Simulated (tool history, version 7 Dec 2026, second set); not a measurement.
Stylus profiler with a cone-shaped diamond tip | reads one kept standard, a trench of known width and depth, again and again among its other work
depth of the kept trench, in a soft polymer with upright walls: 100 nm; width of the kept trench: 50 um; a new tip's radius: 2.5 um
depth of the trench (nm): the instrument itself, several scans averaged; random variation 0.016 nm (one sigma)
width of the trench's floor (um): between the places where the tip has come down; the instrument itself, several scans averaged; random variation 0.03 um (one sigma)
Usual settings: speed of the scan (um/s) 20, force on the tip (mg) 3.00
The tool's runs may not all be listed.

run   hour  speed of the scan (um/s)  force on the tip (mg)  depth of the trench (nm)  width of the trench's floor (um)
  1    0.0                        20                   3.00                    101.25                             48.35
  2   37.8                        20                   1.09                    100.57                             48.35
  3   66.3                        20                   1.09                    100.58                             48.40
  4   98.4                        20                   3.00                    101.24                             48.31
  5  138.6                        20                   3.00                    101.20                             48.32
  6  176.9                        20                   3.00                    101.27                             48.35
  7  216.4                        20                   5.08                    101.76                             48.26
  8  237.0                        20                   5.08                    101.79                             48.29
  9  276.3                        20                   5.08                    101.80                             48.26
 10  294.6                        20                   5.08                    101.80                             48.27
 11  313.7                         5                   3.00                    101.21                             48.30
 12  341.1                         5                   3.00                    101.22                             48.25
 13  366.3                         5                   3.00                    101.19                             48.28
 14  383.9                         6                   1.62                    100.75                             48.26
 15  416.2                         6                   1.62                    100.75                             48.23
 16  455.2                        20                   1.70                    100.78                             48.26
 17  487.9                        51                   1.11                    100.54                             48.16
 18  511.5                        51                   1.11                    100.53                             48.10
 19  551.9                        30                   6.60                    102.12                             48.19
 20  569.8                        36                   5.85                    101.94                             48.21
 21  606.7                        56                   1.22                    100.52                             48.13
 22  644.4                        68                   2.98                    101.18                             48.12
 23  680.3                        20                   1.79                    100.74                             48.22
 24  708.2                        11                   6.61                    102.12                             48.19
 25  739.4                         7                   5.99                    101.95                             48.18
 26  769.3                        15                   1.39                    100.62                             48.12

Hidden state or all else? Some run-to-run changes of depth of the trench (nm), split into what the settings, what came in and random variation would give without the hidden state, and what is left for the hidden state (with any gauge scatter that isn't in both results):
The hidden state here: radius of the tip, um; height scale over the true one, %; drift of the gauge itself on depth_nm, %; drift of the gauge itself on floor_um, %.
Run 4 -> 5: no setting changed, nothing entered. depth of the trench (nm) -0.04: hidden state -0.01, all else -0.03.
Run 6 -> 7: force on the tip (mg) 3.00 -> 5.08. depth of the trench (nm) +0.49: hidden state -0.01, all else +0.50.
Run 18 -> 19: speed of the scan (um/s) 51 -> 30, force on the tip (mg) 1.11 -> 6.60. depth of the trench (nm) +1.59: hidden state -0.01, all else +1.60.
Run 20 -> 21: speed of the scan (um/s) 36 -> 56, force on the tip (mg) 5.85 -> 1.22. depth of the trench (nm) -1.42: hidden state -0.01, all else -1.41.
